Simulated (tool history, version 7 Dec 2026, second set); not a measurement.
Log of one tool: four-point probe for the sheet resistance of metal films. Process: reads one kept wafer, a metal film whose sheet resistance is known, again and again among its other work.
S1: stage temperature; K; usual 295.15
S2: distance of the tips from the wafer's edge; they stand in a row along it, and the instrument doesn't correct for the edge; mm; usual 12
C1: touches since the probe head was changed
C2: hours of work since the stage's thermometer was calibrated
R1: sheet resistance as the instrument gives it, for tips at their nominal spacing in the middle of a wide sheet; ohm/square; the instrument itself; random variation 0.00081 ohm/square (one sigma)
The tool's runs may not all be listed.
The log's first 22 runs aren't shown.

run 23 hour=297.6 | S1=304.15 S2=31 | C1=17789 C2=30 | R1=4.03907
run 24 hour=308.9 | S1=298.15 S2=9 | C1=18048 C2=35 | R1=4.065012
run 25 hour=319.4 | S1=298.15 S2=9 | C1=18288 C2=41 | R1=4.067289
run 26 hour=333.5 | S1=305.15 S2=33 | C1=18610 C2=48 | R1=4.043796
run 27 hour=345.9 | S1=295.15 S2=64 | C1=18893 C2=54 | R1=4.017485
run 28 hour=354.2 | S1=304.15 S2=9 | C1=19085 C2=58 | R1=4.078954
run 29 hour=369.9 | S1=304.15 S2=9 | C1=19443 C2=66 | R1=4.077429
run 30 hour=382.9 | S1=292.15 S2=3 | C1=19741 C2=73 | R1=4.359845

Forecast each of these 3 alternatives for the next run:
run A hour=391.3 | S1=297.15 S2=24 | C1=19932 C2=77 | R1=?
run B hour=391.3 | S1=295.15 S2=7 | C1=19932 C2=77 | R1=?
run C hour=391.3 | S1=303.15 S2=24 | C1=19932 C2=77 | R1=?

run=A R1=4.026503
run=B R1=4.085367
run=C R1=4.039726
Without the tool's hidden state the same runs would have given:
run=A R1=4.037472
run=B R1=4.096484
run=C R1=4.050728

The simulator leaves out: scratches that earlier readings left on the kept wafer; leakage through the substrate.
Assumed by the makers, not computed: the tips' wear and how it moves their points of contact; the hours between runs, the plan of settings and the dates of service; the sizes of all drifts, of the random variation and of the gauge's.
